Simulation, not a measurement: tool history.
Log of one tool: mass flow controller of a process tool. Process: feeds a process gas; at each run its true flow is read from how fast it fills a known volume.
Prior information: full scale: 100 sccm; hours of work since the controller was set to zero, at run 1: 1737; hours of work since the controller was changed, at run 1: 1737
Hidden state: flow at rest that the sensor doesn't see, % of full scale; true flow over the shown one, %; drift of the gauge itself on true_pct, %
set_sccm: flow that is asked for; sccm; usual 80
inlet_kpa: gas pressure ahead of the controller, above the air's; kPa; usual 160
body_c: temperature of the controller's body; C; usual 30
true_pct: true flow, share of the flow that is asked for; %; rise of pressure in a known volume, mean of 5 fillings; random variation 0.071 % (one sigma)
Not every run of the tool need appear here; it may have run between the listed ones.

| run | day | set_sccm | inlet_kpa | body_c | hours of work since the controller was set to zero | hours of work since the controller was changed | true_pct |
|---|---|---|---|---|---|---|---|
| 1 | 0 | 80 | 160 | 30 | 1737 | 1737 | 100.09 |
| 2 | 2.754 | 80 | 160 | 30 | 1778 | 1778 | 100.07 |
| 3 | 8.071 | 80 | 227 | 30 | 1856 | 1856 | 100.42 |
| 4 | 10.842 | 80 | 227 | 30 | 1896 | 1896 | 100.47 |
| 5 | 14.921 | 80 | 160 | 30 | 1956 | 1956 | 100.17 |
| 6 | 19.967 | 80 | 160 | 30 | 2031 | 2031 | 100.04 |
| 7 | 24.983 | 80 | 160 | 25 | 2104 | 2104 | 99.56 |
| 8 | 28.396 | 80 | 160 | 30 | 2154 | 2154 | 99.98 |
| 9 | 34.225 | 80 | 266 | 30 | 2240 | 2240 | 100.64 |
| 10 | 37.117 | 80 | 266 | 30 | 2283 | 2283 | 100.62 |
| 11 | 42.562 | 92 | 269 | 28 | 2363 | 2363 | 100.49 |
| 12 | 47.092 | 23 | 173 | 23 | 2429 | 2429 | 101.3 |
| 13 | 50.221 | 57 | 169 | 23 | 2475 | 2475 | 99.68 |
| 14 | 54.158 | 10 | 190 | 36 | 2533 | 2533 | 106.49 |
| 15 | 57.467 | 80 | 250 | 30 | 2582 | 2582 | 100.63 |
| 16 | 62.692 | 41 | 160 | 30 | 2658 | 2658 | 100.68 |
| 17 | 68.283 | 41 | 160 | 30 | 2741 | 2741 | 100.76 |
| 18 | 72.854 | 41 | 268 | 32 | 2808 | 2808 | 101.48 |

Measured less the same run without the tool's hidden state. The same run-to-run variation is in both; the gauge's scatter may not be:
| run | true_pct |
|---|---|
| 1 | -0.06 |
| 2 | -0.07 |
| 3 | -0.07 |
| 4 | -0.07 |
| 5 | -0.09 |
| 6 | -0.1 |
| 7 | -0.1 |
| 8 | -0.11 |
| 9 | -0.13 |
| 10 | -0.12 |
| 11 | -0.24 |
| 12 | +1.91 |
| 13 | +0.19 |
| 14 | +5.9 |
| 15 | -0.16 |
| 16 | +0.68 |
| 17 | +0.7 |
| 18 | +0.71 |

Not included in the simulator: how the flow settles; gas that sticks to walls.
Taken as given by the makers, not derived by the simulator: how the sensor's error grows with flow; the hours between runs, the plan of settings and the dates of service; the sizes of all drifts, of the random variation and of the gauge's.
